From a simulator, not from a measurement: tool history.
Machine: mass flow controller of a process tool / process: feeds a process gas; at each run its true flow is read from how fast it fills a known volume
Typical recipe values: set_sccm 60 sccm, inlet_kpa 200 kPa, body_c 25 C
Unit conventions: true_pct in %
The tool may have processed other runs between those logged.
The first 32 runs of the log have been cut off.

run	day	set_sccm	inlet_kpa	body_c	hours of work since the controller was set to zero	hours of work since the controller was changed	true_pct
33	104.058	60	161	26	1943	1943	97.77
34	108.158	47	263	26	2013	2013	98.15
35	111.825	45	200	25	2076	2076	97.84
36	116.212	45	200	25	2151	2151	97.96
37	120.608	150	193	25	2226	2226	98.24
38	124.938	150	193	25	2300	2300	98.24
39	127.1	150	193	25	2337	2337	98.26
40	130.279	36	224	25	2391	2391	98.29
41	132.892	113	158	21	2436	2436	97.25
42	135.325	113	158	21	2478	2478	97.4
43	138.912	60	200	31	2539	2539	98.42
44	142.338	60	200	31	2597	2597	98.47
45	144.238	56	271	25	2630	2630	97.93
46	148.233	139	209	25	2698	2698	98.04
47	150.475	60	141	21	2736	2736	97.06
48	153.367	60	141	21	2786	2786	97.21

Forecast each of these 5 alternatives for the next run:
A	157.617	26	196	21	2858	2858	?
B	157.617	55	157	30	2858	2858	?
C	157.617	60	200	36	2858	2858	?
D	157.617	136	141	28	2858	2858	?
E	157.617	98	156	24	2858	2858	?

run	true_pct
A	98.59
B	98.06
C	99.03
D	98.15
E	97.33
With no hidden state in the tool, these same runs would have given:
run	true_pct
A	97.28
B	98.42
C	99.51
D	99.4
E	98.34
